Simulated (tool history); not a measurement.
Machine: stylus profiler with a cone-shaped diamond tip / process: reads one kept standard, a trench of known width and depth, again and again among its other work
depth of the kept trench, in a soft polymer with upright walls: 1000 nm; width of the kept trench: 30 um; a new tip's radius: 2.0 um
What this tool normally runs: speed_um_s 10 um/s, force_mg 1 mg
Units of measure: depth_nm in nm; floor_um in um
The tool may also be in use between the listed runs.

Run 1, day 0: usual settings. Result: depth_nm 1009.38 nm, floor_um 25.5 um.
Run 2, day 0.617: usual settings but speed_um_s 14 um/s. Result: depth_nm 1009.84 nm, floor_um 25.42 um.
Run 3, day 1.338: usual settings. Result: depth_nm 1009.27 nm, floor_um 25.42 um.
Run 4, day 2.288: usual settings. Result: depth_nm 1009.08 nm, floor_um 25.47 um.
Run 5, day 2.946: usual settings. Result: depth_nm 1009.02 nm, floor_um 25.43 um.
Run 6, day 3.579: usual settings. Result: depth_nm 1009.37 nm, floor_um 25.38 um.
Run 7, day 4.192: usual settings. Result: depth_nm 1009.45 nm, floor_um 25.35 um.
Run 8, day 4.967: usual settings. Result: depth_nm 1009.73 nm, floor_um 25.41 um.
Run 9, day 6.046: usual settings but force_mg 1.17 mg. Result: depth_nm 1009.87 nm, floor_um 25.37 um.
Run 10, day 7.229: usual settings but force_mg 1.17 mg. Result: depth_nm 1010.14 nm, floor_um 25.31 um.
Run 11, day 8.454: usual settings but speed_um_s 21 um/s. Result: depth_nm 1009.57 nm, floor_um 25.22 um.
Run 12, day 9.558: usual settings but speed_um_s 30 um/s, force_mg 0.53 mg. Result: depth_nm 1006.62 nm, floor_um 25.14 um.
At day 9.708: height scale calibrated on a step standard.
Run 13, day 10.921: usual settings but speed_um_s 19 um/s, force_mg 1.55 mg. Result: depth_nm 1012.11 nm, floor_um 25.31 um.
Run 14, day 11.954: usual settings but speed_um_s 12 um/s, force_mg 0.58 mg. Result: depth_nm 1007.66 nm, floor_um 25.19 um.
Run 15, day 13.167: usual settings but speed_um_s 20 um/s, force_mg 0.58 mg. Result: depth_nm 1007.47 nm, floor_um 25.13 um.

Run 16 has not been measured yet. What should we expect?
Run 16, day 14.242: usual settings but speed_um_s 4 um/s, force_mg 1.06 mg. Result: depth_nm ?, floor_um ?.

depth_nm: 1010.51 nm
floor_um: 25.22 um
Without the tool's hidden state the same run would have given depth_nm 1007.91 nm, floor_um 26.47 um.
